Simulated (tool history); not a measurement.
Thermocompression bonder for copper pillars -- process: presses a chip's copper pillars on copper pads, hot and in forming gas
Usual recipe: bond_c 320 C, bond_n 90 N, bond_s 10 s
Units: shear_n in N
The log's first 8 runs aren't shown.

run 9 hour=455.6 | bond_c=320 bond_n=90 bond_s=10 | shear_n=55.8
run 10 hour=511.2 | bond_c=320 bond_n=90 bond_s=8 | shear_n=50.8
run 11 hour=577.4 | bond_c=320 bond_n=112 bond_s=10 | shear_n=61.1
run 12 hour=653.6 | bond_c=320 bond_n=112 bond_s=10 | shear_n=60.7
run 13 hour=729.8 | bond_c=320 bond_n=112 bond_s=10 | shear_n=58.8
run 14 hour=776.6 | bond_c=320 bond_n=112 bond_s=10 | shear_n=58
run 15 hour=813.7 | bond_c=298 bond_n=112 bond_s=10 | shear_n=45.9
run 16 hour=855.1 | bond_c=348 bond_n=112 bond_s=10 | shear_n=71.8
-- hour=876.4 forming gas filter changed
run 17 hour=925.1 | bond_c=290 bond_n=68 bond_s=7 | shear_n=28.4
-- hour=950.7 heater calibrated with a thermocouple chip
run 18 hour=1005.4 | bond_c=348 bond_n=86 bond_s=8 | shear_n=62
run 19 hour=1068.9 | bond_c=344 bond_n=60 bond_s=8 | shear_n=45.4
run 20 hour=1106 | bond_c=320 bond_n=90 bond_s=20 | shear_n=64
run 21 hour=1184.3 | bond_c=326 bond_n=84 bond_s=13 | shear_n=55.5
run 22 hour=1218.2 | bond_c=290 bond_n=129 bond_s=20 | shear_n=57.1
run 23 hour=1285.6 | bond_c=343 bond_n=107 bond_s=14 | shear_n=71
run 24 hour=1340.8 | bond_c=343 bond_n=107 bond_s=14 | shear_n=71
-- hour=1365.9 forming gas filter changed
run 25 hour=1391 | bond_c=349 bond_n=127 bond_s=5 | shear_n=67.1
run 26 hour=1437.9 | bond_c=333 bond_n=96 bond_s=6 | shear_n=54.4
run 27 hour=1510.3 | bond_c=333 bond_n=96 bond_s=6 | shear_n=53.5
run 28 hour=1552 | bond_c=336 bond_n=79 bond_s=10 | shear_n=56.5
run 29 hour=1618.4 | bond_c=336 bond_n=79 bond_s=10 | shear_n=56
-- hour=1663.6 force cell calibrated
run 30 hour=1681.6 | bond_c=336 bond_n=79 bond_s=10 | shear_n=57.3
run 31 hour=1725.7 | bond_c=320 bond_n=131 bond_s=12 | shear_n=68.2
run 32 hour=1761.7 | bond_c=337 bond_n=90 bond_s=10 | shear_n=61.3

What if the next run were any one of these 3? Each begins from the tool's condition after run 32:
run A hour=1804.6 | bond_c=331 bond_n=76 bond_s=30 | shear_n=?
run B hour=1804.6 | bond_c=350 bond_n=71 bond_s=20 | shear_n=?
run C hour=1804.6 | bond_c=337 bond_n=110 bond_s=8 | shear_n=?

run=A shear_n=68.3
run=B shear_n=69.1
run=C shear_n=62.5
Stripped of hidden state, with their random variation kept, the same runs would have yielded:
run=A shear_n=73.5
run=B shear_n=74.4
run=C shear_n=66.9

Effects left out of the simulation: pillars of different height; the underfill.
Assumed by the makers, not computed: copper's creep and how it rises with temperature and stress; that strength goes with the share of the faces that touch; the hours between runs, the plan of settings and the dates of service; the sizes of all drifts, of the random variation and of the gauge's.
